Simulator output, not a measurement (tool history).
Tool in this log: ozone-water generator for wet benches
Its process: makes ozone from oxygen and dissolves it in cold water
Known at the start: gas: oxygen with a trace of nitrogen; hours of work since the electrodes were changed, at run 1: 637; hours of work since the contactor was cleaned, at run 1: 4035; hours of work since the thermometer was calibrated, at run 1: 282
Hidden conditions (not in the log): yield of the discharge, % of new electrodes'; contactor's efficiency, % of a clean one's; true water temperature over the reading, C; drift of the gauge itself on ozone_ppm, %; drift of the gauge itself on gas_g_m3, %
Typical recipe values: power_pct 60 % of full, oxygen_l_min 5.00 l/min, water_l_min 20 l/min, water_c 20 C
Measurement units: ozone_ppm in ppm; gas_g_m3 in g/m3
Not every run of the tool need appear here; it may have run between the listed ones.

| run | day | power_pct | oxygen_l_min | water_l_min | water_c | hours of work since the electrodes were changed | hours of work since the contactor was cleaned | hours of work since the thermometer was calibrated | ozone_ppm | gas_g_m3 |
|---|---|---|---|---|---|---|---|---|---|---|
| 1 | 0.000 | 60 | 5.00 | 20 | 20 | 637 | 4035 | 282 | 19.8 | 176.2 |
| 2 | 0.879 | 60 | 5.00 | 20 | 20 | 652 | 4050 | 297 | 19.8 | 175.4 |
| 3 | 2.650 | 78 | 5.00 | 20 | 20 | 683 | 4081 | 328 | 24.5 | 219.6 |
| 4 | 4.442 | 78 | 5.00 | 20 | 20 | 715 | 4112 | 360 | 24.5 | 215.0 |
| 5 | 6.321 | 78 | 5.00 | 20 | 19 | 748 | 4145 | 393 | 24.7 | 218.2 |
| 6 | 7.433 | 81 | 5.00 | 20 | 20 | 767 | 4165 | 412 | 25.3 | 221.2 |
| 7 | 9.388 | 81 | 5.00 | 20 | 20 | 801 | 4199 | 446 | 25.0 | 223.6 |
| 8 | 10.300 | 60 | 5.00 | 20 | 20 | 817 | 4215 | 462 | 19.7 | 174.8 |
| 9 | 12.183 | 60 | 5.00 | 20 | 20 | 850 | 4248 | 495 | 20.1 | 175.7 |
| 10 | 13.850 | 60 | 5.00 | 22 | 20 | 880 | 4277 | 524 | 18.5 | 172.6 |
| 11 | 15.092 | 60 | 5.00 | 22 | 20 | 901 | 4299 | 546 | 18.6 | 175.2 |
| 12 | 17.000 | 60 | 5.00 | 20 | 20 | 935 | 4332 | 580 | 20.0 | 174.2 |
| 13 | 18.492 | 60 | 3.21 | 20 | 20 | 961 | 4358 | 606 | 19.3 | 222.7 |
| 14 | 19.600 | 60 | 5.00 | 27 | 20 | 980 | 4378 | 625 | 15.5 | 174.4 |
| 15 | 20.612 | 60 | 5.00 | 12 | 20 | 998 | 4396 | 643 | 27.5 | 176.4 |
| 16 | 21.983 | 60 | 5.00 | 12 | 20 | 1022 | 4420 | 667 | 27.6 | 174.7 |
| 17 | 22.825 | 60 | 5.00 | 12 | 20 | 1037 | 4434 | 682 | 27.3 | 174.9 |
| 18 | 24.288 | 55 | 5.57 | 20 | 20 | 1062 | 4460 | 707 | 18.2 | 153.5 |
| 19 | 25.958 | 60 | 2.74 | 31 | 20 | 1092 | 4489 | 736 | 12.8 | 240.7 |
| 20 | 27.871 | 60 | 3.08 | 20 | 12 | 1125 | 4523 | 770 | 20.9 | 227.6 |
| 21 | 29.433 | 60 | 4.68 | 21 | 24 | 1152 | 4550 | 797 | 18.2 | 181.6 |
| 22 | 30.808 | 60 | 4.21 | 16 | 16 | 1177 | 4574 | 821 | 24.6 | 193.4 |
| 23 | 32.208 | 60 | 4.72 | 18 | 20 | 1201 | 4599 | 846 | 21.4 | 180.9 |
| 24 | 33.721 | 60 | 7.55 | 14 | 20 | 1228 | 4625 | 872 | 23.7 | 138.4 |
| 25 | 34.579 | 60 | 4.19 | 20 | 20 | 1243 | 4640 | 887 | 19.5 | 193.7 |
| 26 | 35.817 | 94 | 2.52 | 17 | 14 | 1264 | 4662 | 909 | 32.1 | 363.9 |
| 27 | 37.558 | 94 | 2.52 | 17 | 14 | 1295 | 4692 | 940 | 32.5 | 365.7 |
| 28 | 38.492 | 60 | 5.00 | 14 | 20 | 1311 | 4709 | 956 | 24.7 | 175.6 |
| 29 | 40.042 | 60 | 5.00 | 14 | 20 | 1338 | 4736 | 983 | 24.9 | 175.1 |
| 30 | 41.529 | 60 | 2.67 | 16 | 20 | 1364 | 4762 | 1009 | 22.6 | 246.0 |
| 31 | 42.638 | 60 | 2.67 | 16 | 20 | 1384 | 4781 | 1029 | 22.7 | 244.4 |
| 32 | 43.683 | 59 | 6.56 | 20 | 20 | 1402 | 4800 | 1047 | 19.2 | 148.2 |

Predict each of these 5 candidate next runs independently; none follows another, all start after run 32:
| A | 44.712 | 72 | 5.00 | 29 | 20 | 1420 | 4818 | 1065 | ? | ? |
| B | 44.712 | 63 | 6.56 | 17 | 17 | 1420 | 4818 | 1065 | ? | ? |
| C | 44.712 | 55 | 7.33 | 20 | 25 | 1420 | 4818 | 1065 | ? | ? |
| D | 44.712 | 60 | 6.09 | 20 | 20 | 1420 | 4818 | 1065 | ? | ? |
| E | 44.712 | 95 | 6.56 | 20 | 20 | 1420 | 4818 | 1065 | ? | ? |

| run | ozone_ppm | gas_g_m3 |
|---|---|---|
| A | 16.7 | 201.3 |
| B | 23.9 | 155.9 |
| C | 16.3 | 130.1 |
| D | 19.4 | 156.8 |
| E | 27.7 | 214.2 |
The same runs, with their run-to-run variation unchanged, on a tool lacking any hidden condition would have given:
| run | ozone_ppm | gas_g_m3 |
|---|---|---|
| A | 18.1 | 206.6 |
| B | 25.4 | 159.6 |
| C | 17.4 | 132.9 |
| D | 20.7 | 160.4 |
| E | 29.9 | 221.1 |
